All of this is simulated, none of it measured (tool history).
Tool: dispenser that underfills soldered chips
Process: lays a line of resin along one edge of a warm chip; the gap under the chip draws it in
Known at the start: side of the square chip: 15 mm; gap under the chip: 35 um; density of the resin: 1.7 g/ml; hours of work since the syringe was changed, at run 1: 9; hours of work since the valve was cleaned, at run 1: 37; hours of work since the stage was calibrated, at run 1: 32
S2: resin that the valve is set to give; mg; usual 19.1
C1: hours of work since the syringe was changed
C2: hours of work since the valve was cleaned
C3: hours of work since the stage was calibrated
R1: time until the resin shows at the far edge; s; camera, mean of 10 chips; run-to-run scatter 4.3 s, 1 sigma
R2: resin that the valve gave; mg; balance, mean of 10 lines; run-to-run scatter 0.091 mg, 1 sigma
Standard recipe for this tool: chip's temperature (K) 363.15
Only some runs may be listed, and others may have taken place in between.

Run 1, day 0.000: usual settings; C1 9; C2 37; C3 32. Result: R1 731.3 s, R2 18.48 mg.
Run 2, day 0.104: usual settings but chip's temperature (K) 360.15; C1 11; C2 39; C3 33. Result: R1 921.3 s, R2 18.31 mg.
At day 0.192: new syringe of resin.
Run 3, day 0.288: usual settings but chip's temperature (K) 360.15; C1 2; C2 42; C3 36. Result: R1 537.2 s, R2 18.42 mg.
Run 4, day 0.412: usual settings but chip's temperature (K) 360.15; C1 4; C2 44; C3 38. Result: R1 597.5 s, R2 18.22 mg.
Run 5, day 0.633: usual settings but chip's temperature (K) 360.15; C1 7; C2 48; C3 42. Result: R1 751.2 s, R2 18.34 mg.
Run 6, day 0.800: usual settings but chip's temperature (K) 360.15; C1 10; C2 50; C3 45. Result: R1 875.1 s, R2 18.15 mg.
At day 0.896: new syringe of resin.
Run 7, day 1.042: usual settings but chip's temperature (K) 360.15; C1 2; C2 54; C3 49. Result: R1 571.4 s, R2 18.14 mg.
Run 8, day 1.175: usual settings; C1 5; C2 56; C3 51. Result: R1 591.5 s, R2 18.08 mg.
Run 9, day 1.325: usual settings; C1 7; C2 59; C3 53. Result: R1 674.8 s, R2 17.93 mg.
Run 10, day 1.562: usual settings; C1 11; C2 63; C3 57. Result: R1 852.5 s, R2 18.02 mg.
At day 1.604: new syringe of resin.
Run 11, day 1.708: usual settings but S2 17.3 mg; C1 2; C2 65; C3 59. Result: R1 499.0 s, R2 16.22 mg.
Run 12, day 1.896: usual settings but S2 17.3 mg; C1 5; C2 68; C3 63. Result: R1 602.9 s, R2 16.16 mg.
Run 13, day 2.100: usual settings but S2 17.3 mg; C1 8; C2 72; C3 66. Result: R1 735.3 s, R2 16.22 mg.
Run 14, day 2.221: usual settings but S2 17.3 mg; C1 10; C2 74; C3 68. Result: R1 843.3 s, R2 16.14 mg.
At day 2.308: new syringe of resin.
Run 15, day 2.417: usual settings but S2 17.3 mg; C1 2; C2 77; C3 71. Result: R1 493.6 s, R2 16.21 mg.
Run 16, day 2.612: usual settings but chip's temperature (K) 370.15, S2 19.2 mg; C1 5; C2 80; C3 74. Result: R1 471.5 s, R2 17.80 mg.
Run 17, day 2.746: usual settings but chip's temperature (K) 370.15, S2 19.2 mg; C1 7; C2 82; C3 77. Result: R1 532.9 s, R2 17.70 mg.
Run 18, day 2.933: usual settings but chip's temperature (K) 360.15; C1 10; C2 85; C3 80. Result: R1 891.7 s, R2 17.40 mg.
At day 3.021: new syringe of resin.
Run 19, day 3.067: usual settings but chip's temperature (K) 360.15; C1 1; C2 87; C3 82. Result: R1 512.3 s, R2 17.61 mg.
Run 20, day 3.271: usual settings but chip's temperature (K) 373.15, S2 24.5 mg; C1 4; C2 91; C3 85. Result: R1 397.9 s, R2 22.29 mg.
At day 3.371: dispensing valve cleaned and set on the balance.
Run 21, day 3.517: usual settings; C1 8; C2 2; C3 88. Result: R1 677.7 s, R2 19.14 mg.

What if the next run were any one of these 3? Each begins from the tool's condition after run 21:
Run A, day 3.729: usual settings but chip's temperature (K) 377.15, S2 24.6 mg; C1 11; C2 6; C3 92. Result: R1 ?, R2 ?.
Run B, day 3.729: usual settings but chip's temperature (K) 369.15, S2 16.8 mg; C1 11; C2 6; C3 92. Result: R1 ?, R2 ?.
Run C, day 3.729: usual settings but chip's temperature (K) 367.15, S2 21.6 mg; C1 11; C2 6; C3 92. Result: R1 ?, R2 ?.

run     R1     R2
  A  511.6  24.43
  B  708.7  16.73
  C  716.9  21.61
The same runs, with their run-to-run variation unchanged, on a tool lacking any hidden condition would have given:
run     R1     R2
  A  267.5  24.61
  B  369.6  16.86
  C  374.7  21.77
